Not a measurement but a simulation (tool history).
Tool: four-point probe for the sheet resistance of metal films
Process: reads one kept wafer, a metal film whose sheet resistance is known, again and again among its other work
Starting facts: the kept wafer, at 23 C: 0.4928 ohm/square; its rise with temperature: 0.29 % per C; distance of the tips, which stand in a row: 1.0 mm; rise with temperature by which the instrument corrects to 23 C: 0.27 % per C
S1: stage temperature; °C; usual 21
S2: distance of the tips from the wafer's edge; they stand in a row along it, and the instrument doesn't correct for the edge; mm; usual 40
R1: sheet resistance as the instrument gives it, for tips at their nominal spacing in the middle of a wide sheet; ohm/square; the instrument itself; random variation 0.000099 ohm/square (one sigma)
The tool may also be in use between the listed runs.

run    hour  S1  S2        R1
  1       0  21  40  0.491659
  2    81.5  21  40  0.491683
  3   157.1  21  40  0.491449
  4   213.2  21   9  0.494371
  5   264.4  21   9  0.494428
  6   342.8  21   9  0.494305
  7   432.1  21   9  0.494358
  8   510.5  21  40  0.491286
  9   572.2  21  40  0.491212
 10   621.4  24  16  0.492148
 11   690.6  33  59  0.492446
 12   728.5  33  59  0.492212
 13   796.7  20  34  0.490963
 14   854.9  21  54  0.490767
 15   920.4  21   6  0.497956
 16  1006.7  23  10   0.49348
 17  1048.1  22  41  0.490796

Alternative continuations, all from the tool just after run 17; predict every row:
  A  1111.3  31   6   ?
  B  1111.3  31  17   ?
  C  1111.3  22   8   ?

run        R1
  A  0.498955
  B  0.492505
  C  0.494908
What these runs would have given with no unlogged condition in the tool:
run        R1
  A  0.500992
  B  0.494517
  C  0.496944
